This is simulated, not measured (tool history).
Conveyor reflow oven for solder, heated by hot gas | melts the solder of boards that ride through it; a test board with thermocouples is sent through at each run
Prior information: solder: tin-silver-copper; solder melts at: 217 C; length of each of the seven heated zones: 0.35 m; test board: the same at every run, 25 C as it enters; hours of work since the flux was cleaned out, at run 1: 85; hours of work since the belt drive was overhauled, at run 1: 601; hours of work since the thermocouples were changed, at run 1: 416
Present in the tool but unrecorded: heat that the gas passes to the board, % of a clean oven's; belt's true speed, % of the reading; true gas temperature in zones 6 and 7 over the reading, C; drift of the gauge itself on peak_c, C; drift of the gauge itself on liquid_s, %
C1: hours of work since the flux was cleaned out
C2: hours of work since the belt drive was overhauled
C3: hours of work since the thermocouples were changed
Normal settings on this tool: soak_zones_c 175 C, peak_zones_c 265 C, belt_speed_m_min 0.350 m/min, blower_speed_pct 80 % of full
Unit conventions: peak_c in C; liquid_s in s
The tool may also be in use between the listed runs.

run 1 hour=0.0 | soak_zones_c=175 peak_zones_c=265 belt_speed_m_min=0.350 blower_speed_pct=80 | C1=85 C2=601 C3=416 | peak_c=256.9 liquid_s=99.1
run 2 hour=8.2 | soak_zones_c=175 peak_zones_c=265 belt_speed_m_min=0.350 blower_speed_pct=80 | C1=89 C2=605 C3=421 | peak_c=257.1 liquid_s=98.9
run 3 hour=19.2 | soak_zones_c=175 peak_zones_c=265 belt_speed_m_min=0.350 blower_speed_pct=80 | C1=96 C2=612 C3=427 | peak_c=256.9 liquid_s=99.1
run 4 hour=29.0 | soak_zones_c=175 peak_zones_c=265 belt_speed_m_min=0.350 blower_speed_pct=76 | C1=101 C2=617 C3=433 | peak_c=256.7 liquid_s=98.7
run 5 hour=41.0 | soak_zones_c=175 peak_zones_c=265 belt_speed_m_min=0.350 blower_speed_pct=76 | C1=108 C2=624 C3=439 | peak_c=256.8 liquid_s=98.6
run 6 hour=51.8 | soak_zones_c=175 peak_zones_c=265 belt_speed_m_min=0.350 blower_speed_pct=76 | C1=114 C2=630 C3=445 | peak_c=256.4 liquid_s=98.5
run 7 hour=63.7 | soak_zones_c=176 peak_zones_c=264 belt_speed_m_min=0.339 blower_speed_pct=66 | C1=121 C2=637 C3=452 | peak_c=255.7 liquid_s=101.3
run 8 hour=82.5 | soak_zones_c=176 peak_zones_c=264 belt_speed_m_min=0.339 blower_speed_pct=66 | C1=131 C2=647 C3=463 | peak_c=255.4 liquid_s=101.0
run 9 hour=101.2 | soak_zones_c=179 peak_zones_c=265 belt_speed_m_min=0.350 blower_speed_pct=80 | C1=142 C2=658 C3=473 | peak_c=257.3 liquid_s=101.5
run 10 hour=112.9 | soak_zones_c=187 peak_zones_c=279 belt_speed_m_min=0.350 blower_speed_pct=80 | C1=149 C2=665 C3=480 | peak_c=271.3 liquid_s=115.6
run 11 hour=121.3 | soak_zones_c=187 peak_zones_c=279 belt_speed_m_min=0.350 blower_speed_pct=80 | C1=153 C2=669 C3=485 | peak_c=271.3 liquid_s=116.0
run 12 hour=130.7 | soak_zones_c=185 peak_zones_c=260 belt_speed_m_min=0.325 blower_speed_pct=52 | C1=159 C2=675 C3=490 | peak_c=252.3 liquid_s=107.9

A few steps of peak_c between consecutive runs. Split each: what settings, incoming material and random variation would produce without the hidden state, and what is left over for the hidden state, along with gauge scatter present in only one of the two compared results (measured, and without hidden state):
Run 11 -> 12: soak_zones_c 187 -> 185, peak_zones_c 279 -> 260, belt_speed_m_min 0.350 -> 0.325, blower_speed_pct 80 -> 52. peak_c -19.0 C: hidden state +0.3, all else -19.3.

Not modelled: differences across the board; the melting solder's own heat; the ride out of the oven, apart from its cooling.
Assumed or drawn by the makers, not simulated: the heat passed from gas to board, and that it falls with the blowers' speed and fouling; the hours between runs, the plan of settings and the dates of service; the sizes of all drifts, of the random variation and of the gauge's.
